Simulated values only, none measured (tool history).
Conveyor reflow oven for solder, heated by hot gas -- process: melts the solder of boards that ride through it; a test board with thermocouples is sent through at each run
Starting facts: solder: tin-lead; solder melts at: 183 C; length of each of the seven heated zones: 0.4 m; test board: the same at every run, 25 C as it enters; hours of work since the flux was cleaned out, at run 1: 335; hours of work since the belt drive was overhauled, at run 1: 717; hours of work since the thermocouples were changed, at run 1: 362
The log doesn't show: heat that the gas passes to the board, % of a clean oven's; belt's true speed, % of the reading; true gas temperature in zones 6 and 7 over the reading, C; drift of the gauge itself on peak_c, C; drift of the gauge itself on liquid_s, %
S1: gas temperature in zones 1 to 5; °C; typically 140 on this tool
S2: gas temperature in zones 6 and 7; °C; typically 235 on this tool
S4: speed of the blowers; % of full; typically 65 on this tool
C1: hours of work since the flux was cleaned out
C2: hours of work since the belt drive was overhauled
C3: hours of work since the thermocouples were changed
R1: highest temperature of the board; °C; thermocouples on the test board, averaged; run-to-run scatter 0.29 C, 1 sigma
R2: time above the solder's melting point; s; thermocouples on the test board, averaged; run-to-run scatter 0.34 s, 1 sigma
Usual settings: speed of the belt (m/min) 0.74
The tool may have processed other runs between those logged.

run 1 day=0 | S1=140 S2=235 speed_of_the_belt_(m/min)=0.74 S4=65 | C1=335 C2=717 C3=362 | R1=211.8 R2=44.4
run 2 day=1.612 | S1=140 S2=235 speed_of_the_belt_(m/min)=0.865 S4=65 | C1=351 C2=733 C3=378 | R1=205.4 R2=31.7
run 3 day=3.021 | S1=140 S2=235 speed_of_the_belt_(m/min)=0.865 S4=65 | C1=365 C2=747 C3=392 | R1=205.2 R2=32
run 4 day=4.142 | S1=140 S2=235 speed_of_the_belt_(m/min)=0.865 S4=65 | C1=376 C2=759 C3=403 | R1=205.3 R2=31.9
run 5 day=5.829 | S1=140 S2=235 speed_of_the_belt_(m/min)=0.865 S4=65 | C1=393 C2=775 C3=420 | R1=204.7 R2=32.4
run 6 day=7.283 | S1=125 S2=235 speed_of_the_belt_(m/min)=0.74 S4=65 | C1=408 C2=790 C3=434 | R1=208.3 R2=36.4
run 7 day=8.304 | S1=140 S2=235 speed_of_the_belt_(m/min)=0.74 S4=65 | C1=418 C2=800 C3=445 | R1=211.5 R2=43.9
-- day=8.633 flux residue cleaned out of gas plates and filters
run 8 day=10.062 | S1=140 S2=235 speed_of_the_belt_(m/min)=0.74 S4=65 | C1=14 C2=816 C3=460 | R1=210.8 R2=43.3
run 9 day=11.275 | S1=140 S2=235 speed_of_the_belt_(m/min)=0.74 S4=65 | C1=26 C2=828 C3=472 | R1=211 R2=43
run 10 day=12.692 | S1=140 S2=235 speed_of_the_belt_(m/min)=0.74 S4=65 | C1=41 C2=842 C3=486 | R1=210.8 R2=43.1
run 11 day=14.383 | S1=140 S2=235 speed_of_the_belt_(m/min)=0.74 S4=73 | C1=57 C2=859 C3=503 | R1=214.5 R2=45.5
run 12 day=15.646 | S1=140 S2=235 speed_of_the_belt_(m/min)=0.74 S4=73 | C1=70 C2=871 C3=516 | R1=214.2 R2=46.4
run 13 day=16.442 | S1=140 S2=250 speed_of_the_belt_(m/min)=0.74 S4=73 | C1=78 C2=879 C3=524 | R1=225.6 R2=53.5
run 14 day=17.279 | S1=140 S2=250 speed_of_the_belt_(m/min)=0.857 S4=73 | C1=86 C2=888 C3=532 | R1=218.9 R2=43.1
run 15 day=18.283 | S1=140 S2=250 speed_of_the_belt_(m/min)=0.857 S4=73 | C1=96 C2=898 C3=542 | R1=219.4 R2=42.5
-- day=19.004 flux residue cleaned out of gas plates and filters, once more
run 16 day=19.858 | S1=140 S2=250 speed_of_the_belt_(m/min)=0.857 S4=73 | C1=9 C2=911 C3=556 | R1=223.1 R2=45.3
run 17 day=21.275 | S1=140 S2=250 speed_of_the_belt_(m/min)=0.857 S4=73 | C1=23 C2=926 C3=570 | R1=224.2 R2=45.7
run 18 day=23.046 | S1=140 S2=228 speed_of_the_belt_(m/min)=0.721 S4=65 | C1=40 C2=943 C3=588 | R1=209.5 R2=44.2
run 19 day=24.304 | S1=140 S2=228 speed_of_the_belt_(m/min)=0.721 S4=65 | C1=53 C2=956 C3=600 | R1=209.4 R2=44.2
run 20 day=25.833 | S1=140 S2=228 speed_of_the_belt_(m/min)=0.721 S4=65 | C1=68 C2=971 C3=616 | R1=209.2 R2=43.6
run 21 day=26.954 | S1=140 S2=228 speed_of_the_belt_(m/min)=0.721 S4=65 | C1=79 C2=982 C3=627 | R1=209.9 R2=44.3
run 22 day=28.683 | S1=140 S2=235 speed_of_the_belt_(m/min)=0.622 S4=51 | C1=97 C2=1000 C3=644 | R1=213.9 R2=55.4
run 23 day=30.267 | S1=148 S2=228 speed_of_the_belt_(m/min)=0.74 S4=56 | C1=112 C2=1015 C3=660 | R1=207.2 R2=42.3
run 24 day=31.138 | S1=140 S2=231 speed_of_the_belt_(m/min)=0.693 S4=65 | C1=121 C2=1024 C3=668 | R1=212.9 R2=49.2
run 25 day=32.9 | S1=149 S2=229 speed_of_the_belt_(m/min)=0.625 S4=60 | C1=139 C2=1042 C3=686 | R1=214.7 R2=60.3
run 26 day=34.212 | S1=149 S2=229 speed_of_the_belt_(m/min)=0.714 S4=60 | C1=152 C2=1055 C3=699 | R1=210.9 R2=49.3
run 27 day=35.896 | S1=149 S2=226 speed_of_the_belt_(m/min)=0.705 S4=60 | C1=169 C2=1072 C3=716 | R1=208.8 R2=47.2
run 28 day=37.354 | S1=149 S2=226 speed_of_the_belt_(m/min)=0.705 S4=60 | C1=183 C2=1086 C3=731 | R1=208.6 R2=47.4
run 29 day=38.438 | S1=149 S2=226 speed_of_the_belt_(m/min)=0.705 S4=60 | C1=194 C2=1097 C3=741 | R1=207.9 R2=47.3
run 30 day=40.254 | S1=153 S2=235 speed_of_the_belt_(m/min)=0.74 S4=61 | C1=212 C2=1115 C3=760 | R1=215.6 R2=51.7
run 31 day=41.771 | S1=140 S2=235 speed_of_the_belt_(m/min)=0.624 S4=63 | C1=227 C2=1130 C3=775 | R1=219.6 R2=59.5

Forecast each of these 3 alternatives for the next run:
run A day=42.908 | S1=134 S2=236 speed_of_the_belt_(m/min)=0.781 S4=63 | C1=239 C2=1142 C3=786 | R1=? R2=?
run B day=42.908 | S1=152 S2=235 speed_of_the_belt_(m/min)=0.74 S4=63 | C1=239 C2=1142 C3=786 | R1=? R2=?
run C day=42.908 | S1=132 S2=235 speed_of_the_belt_(m/min)=0.742 S4=81 | C1=239 C2=1142 C3=786 | R1=? R2=?

run=A R1=210.2 R2=38.4
run=B R1=215.9 R2=52.3
run=C R1=217.6 R2=47.2
Take away the tool's hidden state, keep each run's random variation, and the runs would have read:
run=A R1=209 R2=37.1
run=B R1=214.5 R2=50.7
run=C R1=216.3 R2=46
